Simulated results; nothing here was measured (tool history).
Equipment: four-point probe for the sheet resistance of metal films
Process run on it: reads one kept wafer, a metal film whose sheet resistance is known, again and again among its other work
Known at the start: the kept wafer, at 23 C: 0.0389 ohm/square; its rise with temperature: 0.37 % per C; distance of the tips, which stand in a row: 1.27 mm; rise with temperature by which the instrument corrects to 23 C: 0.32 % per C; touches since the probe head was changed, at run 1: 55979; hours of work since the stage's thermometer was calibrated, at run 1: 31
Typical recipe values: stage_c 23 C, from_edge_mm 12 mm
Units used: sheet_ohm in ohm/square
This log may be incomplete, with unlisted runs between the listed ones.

run     day  stage_c  from_edge_mm  touches since the probe head was changed  hours of work since the stage's thermometer was calibrated  sheet_ohm
  1       0       23            12                                     55979                                                          31   0.039269
  2   1.496       23             5                                     57711                                                          54   0.040345
  3   3.183       23             5                                     59662                                                          79   0.040356
  4   4.529       23             5                                     61219                                                          99   0.040351
  5   5.742       23             5                                     62619                                                         118   0.040352
  6   6.692       19             5                                     63719                                                         132   0.040285
  7   8.029       19             5                                     65266                                                         152   0.040289
  8   9.671       19             5                                     67166                                                         177   0.040289
  9  10.625       23             4                                     68273                                                         191   0.041068
 10  11.892       23             4                                     69737                                                         210   0.041074
 11  13.462       23             4                                     71555                                                         233   0.041095
 12  14.262       23            28                                     72479                                                         245   0.039128
 13  15.029       20            14                                     73366                                                         257   0.039184
 14  16.325       20            14                                     74864                                                         276   0.039192
 15  17.433       27            14                                     76147                                                         293   0.039341
 16  18.392       26            16                                     77258                                                         307   0.039288

Run 17, settings as shown, results not yet in. Your forecast:
 17  19.254       28             3                                     78253                                                         320          ?

Run 17 produced sheet_ohm 0.042619 ohm/square.
Were there no unlogged condition in the tool, this run, its random variation unchanged, would have produced sheet_ohm 0.042406 ohm/square.
